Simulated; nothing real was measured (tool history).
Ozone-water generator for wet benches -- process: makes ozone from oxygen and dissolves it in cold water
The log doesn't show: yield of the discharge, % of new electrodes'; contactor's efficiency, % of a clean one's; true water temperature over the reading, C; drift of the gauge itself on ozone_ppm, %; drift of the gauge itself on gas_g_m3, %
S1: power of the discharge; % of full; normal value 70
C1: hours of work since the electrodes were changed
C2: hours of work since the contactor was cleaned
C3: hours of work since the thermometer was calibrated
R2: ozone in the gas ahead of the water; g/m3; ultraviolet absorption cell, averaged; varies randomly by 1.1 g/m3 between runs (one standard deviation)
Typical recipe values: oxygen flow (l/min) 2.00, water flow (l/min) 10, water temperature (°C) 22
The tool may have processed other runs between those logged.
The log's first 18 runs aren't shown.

run 19 hour=2417.0 | S1=98 oxygen_flow_(l/min)=2.00 water_flow_(l/min)=10 water_temperature_(°C)=28 | C1=3898 C2=7131 C3=249 | dissolved_ozone_(ppm)=19.3 R2=229.4
run 20 hour=2543.8 | S1=70 oxygen_flow_(l/min)=2.00 water_flow_(l/min)=8 water_temperature_(°C)=16 | C1=4010 C2=7242 C3=361 | dissolved_ozone_(ppm)=21.9 R2=186.3
run 21 hour=2677.5 | S1=70 oxygen_flow_(l/min)=2.00 water_flow_(l/min)=8 water_temperature_(°C)=16 | C1=4128 C2=7360 C3=478 | dissolved_ozone_(ppm)=22.2 R2=184.5
run 22 hour=2844.9 | S1=70 oxygen_flow_(l/min)=2.00 water_flow_(l/min)=10 water_temperature_(°C)=22 | C1=4275 C2=7508 C3=626 | dissolved_ozone_(ppm)=17.0 R2=186.9
run 23 hour=2972.3 | S1=58 oxygen_flow_(l/min)=2.00 water_flow_(l/min)=10 water_temperature_(°C)=17 | C1=4387 C2=7620 C3=738 | dissolved_ozone_(ppm)=16.3 R2=166.3
run 24 hour=3152.9 | S1=58 oxygen_flow_(l/min)=2.00 water_flow_(l/min)=10 water_temperature_(°C)=17 | C1=4546 C2=7779 C3=897 | dissolved_ozone_(ppm)=16.2 R2=165.0
run 25 hour=3237.0 | S1=58 oxygen_flow_(l/min)=2.00 water_flow_(l/min)=10 water_temperature_(°C)=17 | C1=4620 C2=7853 C3=971 | dissolved_ozone_(ppm)=16.3 R2=167.3
run 26 hour=3393.9 | S1=63 oxygen_flow_(l/min)=2.36 water_flow_(l/min)=6 water_temperature_(°C)=15 | C1=4759 C2=7991 C3=1109 | dissolved_ozone_(ppm)=25.5 R2=161.8
run 27 hour=3470.9 | S1=63 oxygen_flow_(l/min)=2.36 water_flow_(l/min)=6 water_temperature_(°C)=15 | C1=4826 C2=8059 C3=1177 | dissolved_ozone_(ppm)=25.7 R2=162.4
run 28 hour=3646.7 | S1=70 oxygen_flow_(l/min)=1.88 water_flow_(l/min)=10 water_temperature_(°C)=19 | C1=4981 C2=8214 C3=1332 | dissolved_ozone_(ppm)=17.3 R2=188.7
run 29 hour=3822.7 | S1=44 oxygen_flow_(l/min)=1.47 water_flow_(l/min)=8 water_temperature_(°C)=22 | C1=5136 C2=8369 C3=1487 | dissolved_ozone_(ppm)=14.2 R2=157.8
run 30 hour=3989.4 | S1=44 oxygen_flow_(l/min)=1.47 water_flow_(l/min)=8 water_temperature_(°C)=22 | C1=5283 C2=8516 C3=1634 | dissolved_ozone_(ppm)=14.1 R2=156.2
run 31 hour=4068.1 | S1=46 oxygen_flow_(l/min)=1.47 water_flow_(l/min)=8 water_temperature_(°C)=22 | C1=5352 C2=8585 C3=1703 | dissolved_ozone_(ppm)=14.6 R2=162.0
run 32 hour=4163.9 | S1=46 oxygen_flow_(l/min)=1.47 water_flow_(l/min)=8 water_temperature_(°C)=22 | C1=5437 C2=8669 C3=1788 | dissolved_ozone_(ppm)=14.4 R2=162.0
run 33 hour=4311.5 | S1=54 oxygen_flow_(l/min)=1.87 water_flow_(l/min)=8 water_temperature_(°C)=15 | C1=5567 C2=8799 C3=1918 | dissolved_ozone_(ppm)=18.3 R2=160.4

What if the next run were any one of these 4? Each begins from the tool's condition after run 33:
run A hour=4418.9 | S1=98 oxygen_flow_(l/min)=2.00 water_flow_(l/min)=10 water_temperature_(°C)=22 | C1=5661 C2=8894 C3=2012 | dissolved_ozone_(ppm)=? R2=?
run B hour=4418.9 | S1=54 oxygen_flow_(l/min)=1.87 water_flow_(l/min)=7 water_temperature_(°C)=15 | C1=5661 C2=8894 C3=2012 | dissolved_ozone_(ppm)=? R2=?
run C hour=4418.9 | S1=70 oxygen_flow_(l/min)=1.49 water_flow_(l/min)=10 water_temperature_(°C)=21 | C1=5661 C2=8894 C3=2012 | dissolved_ozone_(ppm)=? R2=?
run D hour=4418.9 | S1=50 oxygen_flow_(l/min)=1.20 water_flow_(l/min)=15 water_temperature_(°C)=15 | C1=5661 C2=8894 C3=2012 | dissolved_ozone_(ppm)=? R2=?

run=A dissolved_ozone_(ppm)=19.8 R2=218.0
run=B dissolved_ozone_(ppm)=20.2 R2=160.0
run=C dissolved_ozone_(ppm)=15.5 R2=203.4
run=D dissolved_ozone_(ppm)=8.6 R2=181.8
Take away the tool's hidden state, keep each run's random variation, and the runs would have read:
run=A dissolved_ozone_(ppm)=24.0 R2=253.5
run=B dissolved_ozone_(ppm)=23.2 R2=177.9
run=C dissolved_ozone_(ppm)=18.3 R2=230.5
run=D dissolved_ozone_(ppm)=10.0 R2=200.8
